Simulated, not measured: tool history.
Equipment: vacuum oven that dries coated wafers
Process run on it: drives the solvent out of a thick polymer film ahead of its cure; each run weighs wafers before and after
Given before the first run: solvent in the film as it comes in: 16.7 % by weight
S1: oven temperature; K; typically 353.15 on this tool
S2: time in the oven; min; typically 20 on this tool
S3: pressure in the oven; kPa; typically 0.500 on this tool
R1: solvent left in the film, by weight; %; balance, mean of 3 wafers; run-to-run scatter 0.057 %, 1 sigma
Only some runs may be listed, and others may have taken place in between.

run    hour      S1  S2     S3    R1
  1     0.0  353.15  20  0.500  2.91
  2    74.2  353.15  20  0.500  3.08
  3   145.4  353.15  20  0.500  3.18
  4   193.7  353.15  20  0.500  3.10
  5   242.3  353.15  16  0.500  4.15
  6   318.2  353.15  16  0.500  4.16
  7   373.4  353.15  16  0.341  4.08
  8   424.5  353.15  16  0.341  3.89
  9   506.9  348.15  20  0.500  4.32
 10   553.1  353.15  20  0.500  3.13
 11   601.5  339.15  20  0.500  6.71
 12   672.0  339.15  20  0.500  6.62
 13   709.9  339.15  20  0.500  6.84
 14   777.6  353.15  20  1.351  4.03
 15   869.3  353.15  20  1.351  4.09
 16   946.2  353.15  20  1.351  4.05
 17  1033.8  353.15  20  0.765  3.54
 18  1118.7  346.15  20  0.765  5.40
 19  1177.8  353.15  20  0.500  3.46
 20  1240.2  353.15  20  0.970  3.86
 21  1320.6  353.15  20  0.970  3.88
     1341.0  -- vacuum gauge cleaned of residue and calibrated
 22  1414.1  353.15  20  0.970  3.60
 23  1474.8  353.15  20  0.970  3.71
     1493.3  -- oven's thermocouples calibrated
 24  1524.0  353.15  20  0.970  3.14
 25  1615.8  353.15  15  0.970  4.28
 26  1705.1  353.15  15  1.322  4.48
 27  1758.3  340.15  20  0.500  5.84
 28  1799.4  360.15  12  0.272  3.39
 29  1844.8  355.15  20  1.354  3.02
 30  1888.1  355.15  20  1.354  3.12
 31  1953.0  367.15  20  0.722  0.99
 32  2012.2  367.15  28  0.661  0.52
 33  2103.9  338.15  28  0.899  5.40
 34  2141.6  346.15  19  0.899  5.05
 35  2222.6  349.15  30  1.093  2.76
 36  2303.8  349.15  23  0.651  3.38
 37  2367.6  349.15  23  0.651  3.30
 38  2411.7  353.15  22  0.500  2.64
 39  2474.9  353.15  22  0.500  2.58
 40  2528.2  339.15  21  0.500  6.07
 41  2601.9  353.15  23  0.500  2.45
 42  2672.1  345.15  10  1.676  8.79
 43  2731.4  362.15  11  0.500  3.70
 44  2771.0  362.15  11  0.500  3.76
 45  2829.3  353.15  20  1.557  3.80
 46  2878.5  353.15  20  1.557  3.99
 47  2953.7  353.15  20  1.557  4.03
 48  3034.5  353.15  10  0.500  6.43

Forecast each of these 3 alternatives for the next run:
  A  3086.2  339.15  31  1.787   ?
  B  3086.2  353.15  10  0.599   ?
  C  3086.2  353.15  10  0.382   ?

run    R1
  A  6.31
  B  6.37
  C  6.23
Take away the tool's hidden state, keep each run's random variation, and the runs would have read:
run    R1
  A  5.58
  B  5.91
  C  5.77

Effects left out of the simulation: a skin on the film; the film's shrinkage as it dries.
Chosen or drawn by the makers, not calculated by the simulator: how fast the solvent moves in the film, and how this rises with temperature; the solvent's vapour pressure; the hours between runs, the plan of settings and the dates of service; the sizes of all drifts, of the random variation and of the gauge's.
